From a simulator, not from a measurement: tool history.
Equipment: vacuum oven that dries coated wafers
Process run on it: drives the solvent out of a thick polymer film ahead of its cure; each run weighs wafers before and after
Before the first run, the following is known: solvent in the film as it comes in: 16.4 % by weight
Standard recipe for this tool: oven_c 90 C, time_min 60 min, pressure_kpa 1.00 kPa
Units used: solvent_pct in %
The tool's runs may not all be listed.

run     day  oven_c  time_min  pressure_kpa  solvent_pct
  1   0.000      90        60          1.00         0.89
  2   2.079      89        60          1.00         0.94
  3   4.508      88        60          1.00         1.08
  4   6.638      90        60          1.00         0.91
  5   8.233      90        60          0.50         0.76
  6   9.475      90        60          0.50         0.74
  7  10.621      90        60          3.19         1.53
  8  12.800      90        60          3.19         1.52
  9  15.029      90        60          3.19         1.53
 10  16.700      91        47          0.65         1.18
 11  19.262     102        52          0.62         0.20
 12  20.379      94        35          1.40         1.74
 13  22.733      90        60          0.65         0.76
 14  24.446     104        31          3.24         1.03
 15  26.333     104        31          3.24         1.01
 16  27.908     100        60          1.48         0.34
 17  29.738      95       107          3.09         0.82

3 options for the next run, each taken on its own from the tool as it stands now. Forecast them:
  A  31.592      84       107          1.61            ?
  B  31.592      88       101          1.95            ?
  C  31.592      90        52          0.83            ?

run  solvent_pct
  A         0.89
  B         0.76
  C         1.12
Stripped of hidden state, with their random variation kept, the same runs would have yielded:
run  solvent_pct
  A         0.88
  B         0.76
  C         1.12

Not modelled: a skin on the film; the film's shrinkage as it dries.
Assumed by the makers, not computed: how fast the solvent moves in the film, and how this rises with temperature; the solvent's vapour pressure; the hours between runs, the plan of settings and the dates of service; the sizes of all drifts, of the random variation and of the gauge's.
